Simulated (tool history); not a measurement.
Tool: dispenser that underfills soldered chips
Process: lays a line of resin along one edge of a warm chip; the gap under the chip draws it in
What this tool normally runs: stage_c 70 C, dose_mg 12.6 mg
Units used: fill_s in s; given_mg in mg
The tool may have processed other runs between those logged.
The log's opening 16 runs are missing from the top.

-- hour=105.9 new syringe of resin
run 17 hour=108.4 | stage_c=70 dose_mg=16.4 | fill_s=309.9 given_mg=15.74
-- hour=113.5 new syringe of resin
run 18 hour=114.5 | stage_c=65 dose_mg=15.4 | fill_s=363.1 given_mg=14.63
-- hour=120.7 new syringe of resin
run 19 hour=120.7 | stage_c=68 dose_mg=13.9 | fill_s=308.7 given_mg=13.17
-- hour=122.2 dispensing valve cleaned and set on the balance
run 20 hour=127.2 | stage_c=67 dose_mg=14.7 | fill_s=411.9 given_mg=14.62
-- hour=129.3 new syringe of resin
run 21 hour=135.1 | stage_c=85 dose_mg=14.0 | fill_s=208.8 given_mg=13.95
-- hour=136.9 new syringe of resin
run 22 hour=140.7 | stage_c=74 dose_mg=14.5 | fill_s=280.4 given_mg=14.32
-- hour=144.1 new syringe of resin
run 23 hour=149.6 | stage_c=57 dose_mg=12.9 | fill_s=679.8 given_mg=12.70
-- hour=151.7 new syringe of resin
run 24 hour=158.1 | stage_c=63 dose_mg=14.5 | fill_s=525.3 given_mg=14.33
-- hour=159.0 new syringe of resin
run 25 hour=162.1 | stage_c=81 dose_mg=11.8 | fill_s=218.4 given_mg=11.58
-- hour=166.6 new syringe of resin
run 26 hour=168.3 | stage_c=58 dose_mg=13.6 | fill_s=508.9 given_mg=13.25
-- hour=173.8 new syringe of resin
run 27 hour=177.1 | stage_c=55 dose_mg=12.6 | fill_s=665.5 given_mg=12.13
-- hour=181.1 new syringe of resin
run 28 hour=182.0 | stage_c=55 dose_mg=12.6 | fill_s=579.8 given_mg=12.11
-- hour=188.5 new syringe of resin
run 29 hour=188.8 | stage_c=74 dose_mg=13.2 | fill_s=243.8 given_mg=12.63
-- hour=195.8 new syringe of resin
run 30 hour=195.8 | stage_c=73 dose_mg=12.7 | fill_s=254.3 given_mg=12.06
run 31 hour=200.3 | stage_c=58 dose_mg=13.3 | fill_s=589.9 given_mg=12.75
-- hour=203.2 new syringe of resin
-- hour=204.2 dispensing valve cleaned and set on the balance
run 32 hour=205.7 | stage_c=58 dose_mg=13.3 | fill_s=501.5 given_mg=13.30
run 33 hour=209.7 | stage_c=70 dose_mg=16.2 | fill_s=353.0 given_mg=16.04
-- hour=211.5 new syringe of resin
run 34 hour=214.0 | stage_c=70 dose_mg=16.2 | fill_s=317.5 given_mg=16.19

Consider 3 possible next runs. They are alternatives, not a sequence: every one starts from the tool as it was left by run 34. What does each give?
-- hour=219.2 new syringe of resin
run A hour=223.0 | stage_c=83 dose_mg=12.0 | fill_s=? given_mg=?
-- hour=219.2 new syringe of resin
run B hour=223.0 | stage_c=57 dose_mg=14.2 | fill_s=? given_mg=?
-- hour=219.2 new syringe of resin
run C hour=223.0 | stage_c=60 dose_mg=16.2 | fill_s=? given_mg=?

run=A fill_s=207.9 given_mg=11.90
run=B fill_s=590.4 given_mg=14.05
run=C fill_s=516.0 given_mg=15.96
The same runs, with their run-to-run variation unchanged, on a tool lacking any hidden condition would have given:
run=A fill_s=180.2 given_mg=12.08
run=B fill_s=517.0 given_mg=14.26
run=C fill_s=451.9 given_mg=16.21

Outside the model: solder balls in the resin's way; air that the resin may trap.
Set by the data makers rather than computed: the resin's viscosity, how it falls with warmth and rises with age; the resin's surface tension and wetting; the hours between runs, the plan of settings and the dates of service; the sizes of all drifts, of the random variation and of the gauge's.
